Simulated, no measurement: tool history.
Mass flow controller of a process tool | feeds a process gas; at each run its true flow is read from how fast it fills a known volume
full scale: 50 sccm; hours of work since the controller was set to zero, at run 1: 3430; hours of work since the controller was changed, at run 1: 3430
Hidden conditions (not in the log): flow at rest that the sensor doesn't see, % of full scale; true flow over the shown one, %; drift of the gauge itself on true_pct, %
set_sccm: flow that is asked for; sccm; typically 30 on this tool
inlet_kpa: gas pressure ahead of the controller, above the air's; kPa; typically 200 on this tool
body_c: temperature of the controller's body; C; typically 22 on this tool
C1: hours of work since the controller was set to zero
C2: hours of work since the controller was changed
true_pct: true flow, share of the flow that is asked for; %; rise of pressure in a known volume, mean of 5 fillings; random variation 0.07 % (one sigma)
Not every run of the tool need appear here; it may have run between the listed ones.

run 1 hour=0.0 | set_sccm=30 inlet_kpa=200 body_c=22 | C1=3430 C2=3430 | true_pct=98.98
run 2 hour=158.4 | set_sccm=30 inlet_kpa=200 body_c=22 | C1=3542 C2=3542 | true_pct=99.14
run 3 hour=507.6 | set_sccm=30 inlet_kpa=200 body_c=22 | C1=3788 C2=3788 | true_pct=99.03
run 4 hour=711.1 | set_sccm=30 inlet_kpa=200 body_c=22 | C1=3932 C2=3932 | true_pct=99.05
run 5 hour=1076.0 | set_sccm=30 inlet_kpa=200 body_c=22 | C1=4190 C2=4190 | true_pct=98.98
run 6 hour=1397.4 | set_sccm=30 inlet_kpa=200 body_c=22 | C1=4417 C2=4417 | true_pct=99.15
run 7 hour=1668.0 | set_sccm=30 inlet_kpa=200 body_c=22 | C1=4607 C2=4607 | true_pct=99.04
run 8 hour=1921.2 | set_sccm=30 inlet_kpa=200 body_c=22 | C1=4786 C2=4786 | true_pct=98.98
run 9 hour=2284.7 | set_sccm=30 inlet_kpa=200 body_c=22 | C1=5043 C2=5043 | true_pct=99.01
run 10 hour=2548.4 | set_sccm=30 inlet_kpa=200 body_c=28 | C1=5229 C2=5229 | true_pct=98.48
run 11 hour=2834.4 | set_sccm=30 inlet_kpa=200 body_c=28 | C1=5431 C2=5431 | true_pct=98.44
run 12 hour=3039.0 | set_sccm=30 inlet_kpa=205 body_c=22 | C1=5575 C2=5575 | true_pct=98.97
run 13 hour=3257.7 | set_sccm=30 inlet_kpa=200 body_c=22 | C1=5730 C2=5730 | true_pct=98.96
run 14 hour=3599.5 | set_sccm=30 inlet_kpa=200 body_c=22 | C1=5971 C2=5971 | true_pct=99.05
run 15 hour=3876.4 | set_sccm=30 inlet_kpa=200 body_c=22 | C1=6166 C2=6166 | true_pct=99.10
run 16 hour=4158.1 | set_sccm=30 inlet_kpa=200 body_c=22 | C1=6365 C2=6365 | true_pct=99.04
run 17 hour=4390.7 | set_sccm=30 inlet_kpa=200 body_c=23 | C1=6529 C2=6529 | true_pct=98.98
run 18 hour=4712.5 | set_sccm=30 inlet_kpa=200 body_c=35 | C1=6757 C2=6757 | true_pct=97.79
run 19 hour=4930.6 | set_sccm=12 inlet_kpa=200 body_c=22 | C1=6911 C2=6911 | true_pct=95.22
run 20 hour=5307.2 | set_sccm=30 inlet_kpa=200 body_c=23 | C1=7176 C2=7176 | true_pct=98.87
run 21 hour=5681.7 | set_sccm=30 inlet_kpa=200 body_c=23 | C1=7441 C2=7441 | true_pct=98.90
run 22 hour=5966.6 | set_sccm=30 inlet_kpa=200 body_c=22 | C1=7642 C2=7642 | true_pct=98.95
run 23 hour=6312.5 | set_sccm=30 inlet_kpa=200 body_c=22 | C1=7886 C2=7886 | true_pct=98.93
run 24 hour=6691.9 | set_sccm=20 inlet_kpa=277 body_c=22 | C1=8154 C2=8154 | true_pct=97.53
run 25 hour=6859.8 | set_sccm=20 inlet_kpa=277 body_c=22 | C1=8273 C2=8273 | true_pct=97.42
-- hour=7013.7 controller's zero set anew
run 26 hour=7185.3 | set_sccm=20 inlet_kpa=277 body_c=22 | C1=121 C2=8502 | true_pct=100.62
run 27 hour=7353.9 | set_sccm=23 inlet_kpa=184 body_c=32 | C1=240 C2=8621 | true_pct=99.34
run 28 hour=7580.1 | set_sccm=23 inlet_kpa=184 body_c=32 | C1=400 C2=8781 | true_pct=99.48
run 29 hour=7916.7 | set_sccm=23 inlet_kpa=184 body_c=32 | C1=637 C2=9018 | true_pct=99.59
run 30 hour=8290.3 | set_sccm=23 inlet_kpa=184 body_c=32 | C1=901 C2=9282 | true_pct=99.46
run 31 hour=8509.9 | set_sccm=30 inlet_kpa=160 body_c=26 | C1=1056 C2=9437 | true_pct=100.65
run 32 hour=8727.5 | set_sccm=35 inlet_kpa=149 body_c=25 | C1=1210 C2=9591 | true_pct=100.87
run 33 hour=9107.2 | set_sccm=35 inlet_kpa=149 body_c=25 | C1=1478 C2=9859 | true_pct=100.94
run 34 hour=9313.8 | set_sccm=33 inlet_kpa=149 body_c=31 | C1=1624 C2=10004 | true_pct=100.21
run 35 hour=9694.6 | set_sccm=30 inlet_kpa=279 body_c=22 | C1=1892 C2=10273 | true_pct=101.26
run 36 hour=9919.6 | set_sccm=14 inlet_kpa=195 body_c=22 | C1=2051 C2=10432 | true_pct=99.40
run 37 hour=10201.0 | set_sccm=30 inlet_kpa=146 body_c=29 | C1=2250 C2=10631 | true_pct=100.16
run 38 hour=10395.1 | set_sccm=30 inlet_kpa=146 body_c=29 | C1=2387 C2=10768 | true_pct=100.13
run 39 hour=10600.4 | set_sccm=17 inlet_kpa=229 body_c=24 | C1=2532 C2=10913 | true_pct=99.63
run 40 hour=10810.8 | set_sccm=17 inlet_kpa=161 body_c=22 | C1=2680 C2=11061 | true_pct=99.56
run 41 hour=11143.8 | set_sccm=17 inlet_kpa=230 body_c=25 | C1=2915 C2=11296 | true_pct=99.33
run 42 hour=11342.0 | set_sccm=20 inlet_kpa=162 body_c=25 | C1=3055 C2=11436 | true_pct=99.60
run 43 hour=11565.4 | set_sccm=16 inlet_kpa=183 body_c=32 | C1=3213 C2=11594 | true_pct=98.27
run 44 hour=11892.4 | set_sccm=30 inlet_kpa=169 body_c=24 | C1=3444 C2=11825 | true_pct=100.79
run 45 hour=12146.1 | set_sccm=30 inlet_kpa=199 body_c=22 | C1=3623 C2=12004 | true_pct=101.11

What if the next run were any one of these 4? Each begins from the tool's condition after run 45:
run A hour=12410.5 | set_sccm=30 inlet_kpa=154 body_c=22 | C1=3810 C2=12190 | true_pct=?
run B hour=12410.5 | set_sccm=11 inlet_kpa=199 body_c=40 | C1=3810 C2=12190 | true_pct=?
run C hour=12410.5 | set_sccm=12 inlet_kpa=200 body_c=35 | C1=3810 C2=12190 | true_pct=?
run D hour=12410.5 | set_sccm=16 inlet_kpa=200 body_c=28 | C1=3810 C2=12190 | true_pct=?

run=A true_pct=100.97
run=B true_pct=96.20
run=C true_pct=97.12
run=D true_pct=98.63
Stripped of hidden state, with their random variation kept, the same runs would have yielded:
run=A true_pct=98.94
run=B true_pct=95.85
run=C true_pct=96.55
run=D true_pct=97.45

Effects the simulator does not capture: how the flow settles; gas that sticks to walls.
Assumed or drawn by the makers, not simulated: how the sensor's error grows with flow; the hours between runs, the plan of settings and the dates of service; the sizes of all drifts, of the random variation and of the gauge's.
